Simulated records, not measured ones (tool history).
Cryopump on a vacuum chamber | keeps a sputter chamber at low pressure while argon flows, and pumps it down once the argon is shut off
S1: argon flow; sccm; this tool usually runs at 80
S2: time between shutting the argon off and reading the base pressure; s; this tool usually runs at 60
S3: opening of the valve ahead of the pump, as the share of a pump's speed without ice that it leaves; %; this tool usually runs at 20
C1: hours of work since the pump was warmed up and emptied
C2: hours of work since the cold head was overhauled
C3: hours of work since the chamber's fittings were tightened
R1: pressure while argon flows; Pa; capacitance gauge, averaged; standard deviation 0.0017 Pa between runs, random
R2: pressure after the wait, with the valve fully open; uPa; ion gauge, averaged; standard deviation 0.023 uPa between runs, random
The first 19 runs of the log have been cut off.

run,hour,S1,S2,S3,C1,C2,C3,R1,R2
20,506.1,110,60,43,975,975,2763,0.3001,1.49
# hour 527.2: pump warmed up, emptied and cooled again
21,530.3,110,220,18,2,989,2777,0.6211,0.82
22,562.4,80,126,37,26,1013,2801,0.2197,0.99
23,584.5,41,90,37,42,1029,2817,0.1133,1.11
24,601.1,41,90,37,54,1041,2829,0.1136,1.1
25,623.7,114,90,46,71,1058,2846,0.2525,1.15
# hour 639: leaking fittings of the chamber tightened, without venting
26,645.6,114,90,46,85,1072,5,0.2544,0.58
27,670.1,114,90,46,103,1090,23,0.2551,0.59
28,699.3,57,118,40,125,1112,44,0.1479,0.53
29,724.9,57,118,40,143,1130,63,0.1479,0.54
30,745.5,69,239,32,158,1146,78,0.2203,0.39
31,779.4,69,239,32,183,1170,103,0.2231,0.45
32,807.2,51,60,56,204,1191,123,0.0966,0.81
33,841.5,72,200,21,229,1216,148,0.3527,0.45
34,858.7,72,200,21,241,1228,161,0.3507,0.42

3 ways to go on from here, each from the tool as it stands after run 34. What would each give?
A,890.3,74,160,21,265,1252,184,?,?
B,890.3,132,34,46,265,1252,184,?,?
C,890.3,70,189,17,265,1252,184,?,?

run,R1,R2
A,0.3602,0.51
B,0.3022,1.23
C,0.4218,0.43
What these runs would have given with no unlogged condition in the tool:
run,R1,R2
A,0.3527,0.4
B,0.2889,1.12
C,0.4148,0.33
